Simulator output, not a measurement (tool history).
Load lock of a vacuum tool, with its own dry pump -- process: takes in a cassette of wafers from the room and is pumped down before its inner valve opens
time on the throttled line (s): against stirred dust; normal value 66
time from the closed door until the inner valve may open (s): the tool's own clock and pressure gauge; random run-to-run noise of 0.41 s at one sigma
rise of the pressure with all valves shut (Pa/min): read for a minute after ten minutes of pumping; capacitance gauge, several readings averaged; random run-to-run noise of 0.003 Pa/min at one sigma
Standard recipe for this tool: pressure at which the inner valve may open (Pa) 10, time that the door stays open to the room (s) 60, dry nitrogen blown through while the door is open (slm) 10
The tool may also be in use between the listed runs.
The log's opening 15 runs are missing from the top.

run	hour	time on the throttled line (s)	pressure at which the inner valve may open (Pa)	time that the door stays open to the room (s)	dry nitrogen blown through while the door is open (slm)	hours that the pump has run since its overhaul	times that the door has closed on its seal	incoming humidity of the room's air, %	time from the closed door until the inner valve may open (s)	rise of the pressure with all valves shut (Pa/min)
16	6255.3	66	19	60	10	15639	29282	45.3	95.6	0.167
# hour 6484.1: dry pump taken out, an overhauled one fitted
17	6869.1	66	19	60	10	385	30878	39.8	91.2	0.181
18	7219.5	66	19	60	10	735	31798	45.8	91.4	0.194
19	7621.4	66	19	60	10	1137	32854	43.9	91.6	0.197
20	7911.8	72	19	60	6	1428	33616	46.8	97.2	0.211
21	8426.7	66	13	60	5	1943	34969	46.4	92.6	0.222
22	8677.1	66	13	60	5	2193	35626	46.5	93.7	0.232
23	9285.5	124	10	60	10	2801	37224	43.6	145.6	0.231
24	9714.9	124	10	60	10	3231	38352	45.5	146.7	0.248
25	10278.5	66	10	43	16	3794	39832	45.8	95.0	0.247
26	10780.0	66	10	43	16	4296	41149	46.4	95.1	0.262
27	11393.2	66	19	211	16	4909	42759	50.0	92.0	0.288
28	11770.4	66	19	211	16	5286	43750	43.2	92.6	0.291
29	12029.2	121	14	211	16	5545	44430	44.3	142.6	0.297
30	12306.8	121	19	159	16	5823	45159	44.5	142.3	0.310
31	12783.9	66	8	87	10	6300	46412	40.9	97.0	0.320
32	13032.1	69	14	148	19	6548	47063	45.2	96.8	0.323
33	13406.8	69	10	60	20	6923	48048	42.8	97.6	0.325
34	13807.2	69	10	60	14	7323	49099	42.3	98.6	0.340
# hour 14139.3: door's seal changed, seat wiped
35	14335.7	69	10	60	14	7850	516	47.5	98.5	0.034

Branching from run 35: 4 alternative next runs. What would each branch give?
A	14878.9	105	18	43	14	8393	1942	44.9	?	?
B	14878.9	69	10	105	14	8393	1942	47.4	?	?
C	14878.9	69	10	49	37	8393	1942	46.4	?	?
D	14878.9	66	11	60	27	8393	1942	44.4	?	?

run	time from the closed door until the inner valve may open (s)	rise of the pressure with all valves shut (Pa/min)
A	127.6	0.031
B	98.3	0.038
C	98.5	0.018
D	96.0	0.026
With no hidden state in the tool, these same runs would have given:
run	time from the closed door until the inner valve may open (s)	rise of the pressure with all valves shut (Pa/min)
A	125.7	0.025
B	95.8	0.033
C	96.1	0.012
D	93.5	0.021
